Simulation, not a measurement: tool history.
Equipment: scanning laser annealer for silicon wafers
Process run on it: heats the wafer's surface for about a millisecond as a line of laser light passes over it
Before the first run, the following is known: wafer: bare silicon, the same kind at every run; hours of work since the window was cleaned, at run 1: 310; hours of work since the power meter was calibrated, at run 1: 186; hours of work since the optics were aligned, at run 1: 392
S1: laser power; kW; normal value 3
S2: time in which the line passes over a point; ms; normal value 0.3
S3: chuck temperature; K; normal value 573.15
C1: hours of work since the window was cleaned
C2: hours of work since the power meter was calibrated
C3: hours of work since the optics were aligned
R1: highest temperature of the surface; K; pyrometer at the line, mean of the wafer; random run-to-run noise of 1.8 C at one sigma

run 1 day=0 | S1=3 S2=0.3 S3=573.15 | C1=310 C2=186 C3=392 | R1=1354.15
run 2 day=0.242 | S1=3 S2=0.3 S3=573.15 | C1=313 C2=190 C3=396 | R1=1350.15
run 3 day=0.433 | S1=3 S2=0.3 S3=573.15 | C1=316 C2=193 C3=399 | R1=1347.15
run 4 day=0.7 | S1=3 S2=0.3 S3=573.15 | C1=320 C2=197 C3=403 | R1=1351.15
run 5 day=0.896 | S1=3 S2=0.3 S3=573.15 | C1=323 C2=199 C3=406 | R1=1347.15
run 6 day=1.262 | S1=3 S2=0.3 S3=573.15 | C1=329 C2=205 C3=411 | R1=1350.15
run 7 day=1.504 | S1=3 S2=0.3 S3=573.15 | C1=332 C2=209 C3=415 | R1=1351.15
run 8 day=1.754 | S1=3 S2=0.3 S3=573.15 | C1=336 C2=212 C3=419 | R1=1351.15
run 9 day=2 | S1=3.114 S2=0.3 S3=552.15 | C1=340 C2=216 C3=422 | R1=1358.15
run 10 day=2.196 | S1=3.114 S2=0.3 S3=552.15 | C1=343 C2=219 C3=425 | R1=1355.15
run 11 day=2.467 | S1=3 S2=0.215 S3=593.15 | C1=347 C2=223 C3=429 | R1=1265.15
run 12 day=2.867 | S1=2.61 S2=0.297 S3=588.15 | C1=353 C2=229 C3=435 | R1=1262.15
run 13 day=3.262 | S1=3.03 S2=0.271 S3=603.15 | C1=359 C2=235 C3=441 | R1=1355.15
run 14 day=3.633 | S1=2.835 S2=0.314 S3=534.15 | C1=364 C2=241 C3=447 | R1=1285.15
run 15 day=3.808 | S1=2.835 S2=0.317 S3=575.15 | C1=367 C2=243 C3=450 | R1=1327.15
-- day=4.096 window over the wafer cleaned
run 16 day=4.242 | S1=2.754 S2=0.292 S3=573.15 | C1=2 C2=248 C3=455 | R1=1281.15

Forecast each of these 5 alternatives for the next run:
run A day=4.575 | S1=2.754 S2=0.329 S3=573.15 | C1=7 C2=254 C3=460 | R1=?
run B day=4.575 | S1=2.882 S2=0.218 S3=597.15 | C1=7 C2=254 C3=460 | R1=?
run C day=4.575 | S1=2.754 S2=0.292 S3=598.15 | C1=7 C2=254 C3=460 | R1=?
run D day=4.575 | S1=2.754 S2=0.348 S3=573.15 | C1=7 C2=254 C3=460 | R1=?
run E day=4.575 | S1=2.704 S2=0.3 S3=576.15 | C1=7 C2=254 C3=460 | R1=?

run=A R1=1320.15
run=B R1=1247.15
run=C R1=1303.15
run=D R1=1333.15
run=E R1=1279.15
The same runs, with their run-to-run variation unchanged, on a tool lacking any hidden condition would have given:
run=A R1=1320.15
run=B R1=1247.15
run=C R1=1303.15
run=D R1=1334.15
run=E R1=1280.15
